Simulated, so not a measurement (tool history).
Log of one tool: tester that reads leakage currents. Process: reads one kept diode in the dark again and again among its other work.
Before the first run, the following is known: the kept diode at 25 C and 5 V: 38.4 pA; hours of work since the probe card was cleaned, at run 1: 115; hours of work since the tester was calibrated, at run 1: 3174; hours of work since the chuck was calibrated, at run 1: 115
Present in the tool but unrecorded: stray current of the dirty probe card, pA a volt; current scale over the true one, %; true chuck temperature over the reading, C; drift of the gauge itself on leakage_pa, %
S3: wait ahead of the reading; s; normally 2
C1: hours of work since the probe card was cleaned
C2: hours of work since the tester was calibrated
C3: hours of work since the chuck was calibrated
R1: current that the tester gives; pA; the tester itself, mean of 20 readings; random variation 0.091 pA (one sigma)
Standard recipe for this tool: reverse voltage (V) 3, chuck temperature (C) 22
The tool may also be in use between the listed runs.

Run 1, hour 0: usual settings; C1 115; C2 3174; C3 115. Result: R1 25.23 pA.
Run 2, hour 136: usual settings; C1 215; C2 3274; C3 215. Result: R1 25.28 pA.
Run 3, hour 200.6: usual settings; C1 263; C2 3322; C3 263. Result: R1 25.3 pA.
Run 4, hour 308.5: usual settings; C1 342; C2 3401; C3 342. Result: R1 25.05 pA.
Run 5, hour 466.4: usual settings; C1 458; C2 3518; C3 458. Result: R1 25.23 pA.
Run 6, hour 601.3: usual settings; C1 558; C2 3617; C3 558. Result: R1 25.24 pA.
Run 7, hour 673.3: usual settings but S3 5.21 s; C1 611; C2 3670; C3 611. Result: R1 25 pA.
Run 8, hour 802.2: usual settings but reverse voltage (V) 11.15; C1 706; C2 3765; C3 706. Result: R1 43.06 pA.
Run 9, hour 928.9: usual settings but reverse voltage (V) 11.15; C1 799; C2 3858; C3 799. Result: R1 43.26 pA.
Run 10, hour 1072.6: usual settings but reverse voltage (V) 11.15; C1 905; C2 3964; C3 905. Result: R1 43.23 pA.
Run 11, hour 1227.3: usual settings; C1 1019; C2 4078; C3 1019. Result: R1 25.2 pA.
Run 12, hour 1364.2: usual settings; C1 1119; C2 4179; C3 1119. Result: R1 25.26 pA.
Run 13, hour 1511.8: usual settings; C1 1228; C2 4287; C3 1228. Result: R1 25.2 pA.
Run 14, hour 1578.2: usual settings; C1 1277; C2 4336; C3 1277. Result: R1 25.25 pA.
Run 15, hour 1655.4: usual settings but S3 1.11 s; C1 1334; C2 4393; C3 1334. Result: R1 25.66 pA.
Run 16, hour 1813.7: usual settings but chuck temperature (C) 42, S3 2.15 s; C1 1450; C2 4510; C3 1450. Result: R1 119.44 pA.
Run 17, hour 1906.7: usual settings but reverse voltage (V) 1.39, chuck temperature (C) 42, S3 7.08 s; C1 1519; C2 4578; C3 1519. Result: R1 88.3 pA.
Run 18, hour 1974.2: usual settings but reverse voltage (V) 9.57, chuck temperature (C) 42, S3 0.39 s; C1 1569; C2 4628; C3 1569. Result: R1 196.83 pA.
At hour 2058.7: probe card cleaned and baked.
At hour 2070.1: chuck's temperature calibrated.
Run 19, hour 2088.8: usual settings but reverse voltage (V) 7.29, chuck temperature (C) 24, S3 0.37 s; C1 21; C2 4708; C3 14. Result: R1 48.58 pA.
Run 20, hour 2240.2: usual settings but reverse voltage (V) 7.29, chuck temperature (C) 24, S3 0.37 s; C1 132; C2 4820; C3 125. Result: R1 48.69 pA.
Run 21, hour 2361.4: usual settings but reverse voltage (V) 1.28, chuck temperature (C) 24, S3 0.32 s; C1 221; C2 4909; C3 214. Result: R1 22.49 pA.
Run 22, hour 2471.9: usual settings but reverse voltage (V) 1.28, chuck temperature (C) 24, S3 0.32 s; C1 303; C2 4990; C3 296. Result: R1 22.42 pA.
Run 23, hour 2587.5: usual settings but reverse voltage (V) 1.77, chuck temperature (C) 23, S3 7.45 s; C1 388; C2 5075; C3 381. Result: R1 21.9 pA.
Run 24, hour 2686.6: usual settings but reverse voltage (V) 3.42, chuck temperature (C) 23; C1 461; C2 5148; C3 454. Result: R1 28.61 pA.
Run 25, hour 2816.9: usual settings but reverse voltage (V) 3.42, chuck temperature (C) 23; C1 557; C2 5244; C3 550. Result: R1 28.72 pA.
Run 26, hour 2936.3: usual settings but reverse voltage (V) 1.1, chuck temperature (C) 41, S3 3.47 s; C1 645; C2 5332; C3 638. Result: R1 75.17 pA.
At hour 3019.6: tester calibrated.
Run 27, hour 3096: usual settings but S3 7.64 s; C1 761; C2 56; C3 754. Result: R1 24.64 pA.

Here are 5 independent what-if runs from the current tool condition. What would each one return?
Run A, hour 3216.3: usual settings but reverse voltage (V) 2.66, chuck temperature (C) 46, S3 0.72 s; C1 849; C2 145; C3 842. Result: R1 ?.
Run B, hour 3216.3: usual settings but reverse voltage (V) 1.86, S3 1.04 s; C1 849; C2 145; C3 842. Result: R1 ?.
Run C, hour 3216.3: usual settings but reverse voltage (V) 4.76, chuck temperature (C) 58, S3 2.74 s; C1 849; C2 145; C3 842. Result: R1 ?.
Run D, hour 3216.3: usual settings but chuck temperature (C) 40, S3 7.64 s; C1 849; C2 145; C3 842. Result: R1 ?.
Run E, hour 3216.3: usual settings but reverse voltage (V) 15.47, chuck temperature (C) 53, S3 0.47 s; C1 849; C2 145; C3 842. Result: R1 ?.

run      R1
  A  154.11
  B   21.28
  C   440.1
  D  102.37
  E  504.99
Had the tool no hidden state, the same runs would have come out as:
run      R1
  A  154.06
  B   21.27
  C  439.99
  D  102.33
  E  504.84
